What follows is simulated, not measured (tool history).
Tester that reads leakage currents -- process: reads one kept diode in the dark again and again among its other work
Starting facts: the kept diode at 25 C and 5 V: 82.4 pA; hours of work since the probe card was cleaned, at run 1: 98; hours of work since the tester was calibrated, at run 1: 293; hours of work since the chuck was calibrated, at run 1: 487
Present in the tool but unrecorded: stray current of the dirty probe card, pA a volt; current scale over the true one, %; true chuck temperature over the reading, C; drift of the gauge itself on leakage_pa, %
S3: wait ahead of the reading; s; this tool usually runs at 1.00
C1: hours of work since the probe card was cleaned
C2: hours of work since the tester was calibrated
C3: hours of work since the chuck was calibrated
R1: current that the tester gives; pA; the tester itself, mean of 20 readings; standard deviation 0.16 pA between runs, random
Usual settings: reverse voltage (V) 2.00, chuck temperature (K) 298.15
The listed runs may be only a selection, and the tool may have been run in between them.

run 1 hour=0.0 | reverse_voltage_(V)=2.00 chuck_temperature_(K)=298.15 S3=1.00 | C1=98 C2=293 C3=487 | R1=47.08
run 2 hour=38.2 | reverse_voltage_(V)=2.00 chuck_temperature_(K)=298.15 S3=1.00 | C1=126 C2=321 C3=515 | R1=47.19
run 3 hour=83.2 | reverse_voltage_(V)=2.00 chuck_temperature_(K)=298.15 S3=1.00 | C1=159 C2=354 C3=549 | R1=47.23
run 4 hour=138.5 | reverse_voltage_(V)=2.00 chuck_temperature_(K)=298.15 S3=0.88 | C1=200 C2=394 C3=589 | R1=46.90
run 5 hour=194.5 | reverse_voltage_(V)=2.00 chuck_temperature_(K)=298.15 S3=0.88 | C1=241 C2=436 C3=630 | R1=46.82
run 6 hour=249.8 | reverse_voltage_(V)=7.63 chuck_temperature_(K)=298.15 S3=0.88 | C1=281 C2=476 C3=671 | R1=102.52
run 7 hour=296.7 | reverse_voltage_(V)=2.00 chuck_temperature_(K)=310.15 S3=1.00 | C1=316 C2=511 C3=706 | R1=135.35
run 8 hour=349.6 | reverse_voltage_(V)=2.00 chuck_temperature_(K)=310.15 S3=1.00 | C1=355 C2=550 C3=744 | R1=134.46
run 9 hour=409.4 | reverse_voltage_(V)=2.00 chuck_temperature_(K)=310.15 S3=1.00 | C1=399 C2=594 C3=788 | R1=134.40
run 10 hour=442.3 | reverse_voltage_(V)=2.00 chuck_temperature_(K)=310.15 S3=1.00 | C1=423 C2=618 C3=813 | R1=134.21
run 11 hour=488.3 | reverse_voltage_(V)=2.00 chuck_temperature_(K)=310.15 S3=1.00 | C1=457 C2=652 C3=846 | R1=134.06
run 12 hour=537.1 | reverse_voltage_(V)=2.00 chuck_temperature_(K)=310.15 S3=1.00 | C1=493 C2=687 C3=882 | R1=133.61
run 13 hour=569.7 | reverse_voltage_(V)=2.00 chuck_temperature_(K)=310.15 S3=1.00 | C1=517 C2=711 C3=906 | R1=133.21
run 14 hour=609.7 | reverse_voltage_(V)=2.00 chuck_temperature_(K)=310.15 S3=1.00 | C1=546 C2=741 C3=936 | R1=132.97
run 15 hour=655.8 | reverse_voltage_(V)=2.00 chuck_temperature_(K)=310.15 S3=1.00 | C1=580 C2=775 C3=970 | R1=133.44
run 16 hour=710.4 | reverse_voltage_(V)=2.00 chuck_temperature_(K)=310.15 S3=1.00 | C1=620 C2=815 C3=1010 | R1=132.11
run 17 hour=744.3 | reverse_voltage_(V)=2.00 chuck_temperature_(K)=329.15 S3=1.00 | C1=645 C2=840 C3=1035 | R1=614.39
run 18 hour=790.8 | reverse_voltage_(V)=2.00 chuck_temperature_(K)=329.15 S3=1.00 | C1=679 C2=874 C3=1069 | R1=614.69
run 19 hour=834.3 | reverse_voltage_(V)=2.00 chuck_temperature_(K)=329.15 S3=1.00 | C1=711 C2=906 C3=1101 | R1=615.52
run 20 hour=882.2 | reverse_voltage_(V)=7.48 chuck_temperature_(K)=329.15 S3=1.00 | C1=746 C2=941 C3=1136 | R1=1312.13
run 21 hour=922.9 | reverse_voltage_(V)=7.48 chuck_temperature_(K)=329.15 S3=1.00 | C1=776 C2=971 C3=1166 | R1=1306.77

For run 22, what comes out?
run 22 hour=952.3 | reverse_voltage_(V)=7.48 chuck_temperature_(K)=329.15 S3=1.00 | C1=798 C2=993 C3=1188 | R1=?

{"run 22": {"R1": 1304.21}}
On a tool with no hidden condition, and with the same random variation, this run would have come out at R1 1398.47 pA.
